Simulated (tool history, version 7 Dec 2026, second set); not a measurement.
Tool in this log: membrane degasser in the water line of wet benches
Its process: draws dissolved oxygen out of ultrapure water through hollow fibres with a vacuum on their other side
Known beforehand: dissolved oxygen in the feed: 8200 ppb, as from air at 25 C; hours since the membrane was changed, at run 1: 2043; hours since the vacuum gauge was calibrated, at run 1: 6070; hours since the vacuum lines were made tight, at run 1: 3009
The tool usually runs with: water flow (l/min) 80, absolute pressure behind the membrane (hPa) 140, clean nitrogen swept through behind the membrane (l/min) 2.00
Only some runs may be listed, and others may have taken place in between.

run    hour  water flow (l/min)  absolute pressure behind the membrane (hPa)  clean nitrogen swept through behind the membrane (l/min)  hours since the membrane was changed  hours since the vacuum gauge was calibrated  hours since the vacuum lines were made tight  dissolved oxygen in the water behind the degasser (ppb)  pressure that the water loses in the fibres (hPa)
  1     0.0                  80                                          140                                                      2.00                                  2043                                         6070                                          3009                                                    857.0                                              585.1
  2    77.2                  80                                          140                                                      2.00                                  2120                                         6148                                          3086                                                    858.3                                              584.7
  3   167.0                  80                                          140                                                      2.00                                  2210                                         6237                                          3176                                                    863.2                                              591.1
  4   230.2                  80                                          249                                                      2.00                                  2273                                         6301                                          3239                                                   1555.8                                              584.1
  5   318.0                  80                                          249                                                      2.00                                  2361                                         6388                                          3327                                                   1544.4                                              582.1
  6   404.7                  80                                          249                                                      2.00                                  2448                                         6475                                          3414                                                   1563.6                                              586.8
  7   466.5                 124                                          140                                                      2.00                                  2510                                         6537                                          3476                                                   1258.2                                              907.4
  8   529.3                  80                                          140                                                      2.00                                  2573                                         6600                                          3539                                                    874.7                                              595.8
  9   619.8                  80                                          140                                                      2.00                                  2663                                         6690                                          3629                                                    874.5                                              591.8
 10   735.0                  80                                          140                                                      2.00                                  2778                                         6805                                          3744                                                    873.5                                              591.0
 11   850.4                  80                                          140                                                      2.66                                  2894                                         6921                                          3860                                                    709.6                                              592.6
 12   925.0                  90                                          140                                                      2.66                                  2968                                         6995                                          3934                                                    802.9                                              663.5
 13  1022.8                  80                                          140                                                      2.00                                  3066                                         7093                                          4032                                                    875.6                                              591.2
 14  1121.0                  80                                          140                                                      2.00                                  3164                                         7191                                          4130                                                    858.2                                              591.4
 15  1196.9                  80                                          140                                                      2.00                                  3240                                         7267                                          4206                                                    867.0                                              590.6
 16  1314.0                  80                                          140                                                      2.00                                  3357                                         7384                                          4323                                                    868.6                                              593.2
 17  1421.2                  81                                          140                                                      1.82                                  3464                                         7492                                          4430                                                    958.2                                              602.6
     1427.8  -- vacuum gauge calibrated
 18  1488.3                 125                                          193                                                      3.49                                  3531                                           61                                          4497                                                   1222.7                                              933.8
 19  1595.6                  54                                           97                                                      2.00                                  3638                                          168                                          4604                                                    417.0                                              406.2
 20  1712.2                  73                                          140                                                      2.29                                  3755                                          284                                          4721                                                    755.7                                              544.9
 21  1778.6                  73                                          140                                                      2.29                                  3821                                          351                                          4787                                                    747.4                                              542.1
     1784.2  -- vacuum gauge calibrated, once more
 22  1863.2                  49                                          114                                                      1.53                                  3905                                           79                                          4871                                                    524.1                                              371.4
 23  1970.5                  80                                          164                                                      2.00                                  4013                                          186                                          4979                                                    987.0                                              597.6
 24  2019.2                 117                                          119                                                      3.25                                  4061                                          235                                          5027                                                    743.5                                              873.2
 25  2069.8                 117                                          119                                                      3.25                                  4112                                          286                                          5078                                                    741.1                                              874.9
 26  2125.3                 117                                          119                                                      3.25                                  4167                                          341                                          5134                                                    740.4                                              874.4
 27  2220.7                  61                                          256                                                      2.15                                  4263                                          436                                          5229                                                   1200.7                                              455.7
 28  2338.9                  61                                          256                                                      2.15                                  4381                                          555                                          5347                                                   1201.4                                              456.8
     2430.8  -- seals of the vacuum lines changed
 29  2461.0                  65                                          118                                                      2.12                                  4501                                          675                                            30                                                    544.5                                              490.5
 30  2548.2                  65                                          118                                                      2.12                                  4588                                          762                                           117                                                    547.1                                              488.7
 31  2635.0                  65                                          118                                                      2.12                                  4675                                          849                                           204                                                    552.3                                              488.5
 32  2740.5                 107                                           95                                                      4.04                                  4781                                          954                                           310                                                    460.6                                              813.2

3 options for the next run, each taken on its own from the tool as it stands now. Forecast them:
  A  2849.2                  80                                          224                                                      2.00                                  4889                                         1063                                           418                                                        ?                                                  ?
  B  2849.2                 107                                          139                                                      4.04                                  4889                                         1063                                           418                                                        ?                                                  ?
  C  2849.2                  60                                           95                                                      4.04                                  4889                                         1063                                           418                                                        ?                                                  ?

run  dissolved oxygen in the water behind the degasser (ppb)  pressure that the water loses in the fibres (hPa)
  A                                                   1368.2                                              603.6
  B                                                    689.5                                              807.7
  C                                                    226.9                                              453.7
With the hidden condition removed and each run's random variation left untouched, the same runs would have given:
run  dissolved oxygen in the water behind the degasser (ppb)  pressure that the water loses in the fibres (hPa)
  A                                                   1352.0                                              571.0
  B                                                    659.7                                              764.1
  C                                                    218.9                                              429.3

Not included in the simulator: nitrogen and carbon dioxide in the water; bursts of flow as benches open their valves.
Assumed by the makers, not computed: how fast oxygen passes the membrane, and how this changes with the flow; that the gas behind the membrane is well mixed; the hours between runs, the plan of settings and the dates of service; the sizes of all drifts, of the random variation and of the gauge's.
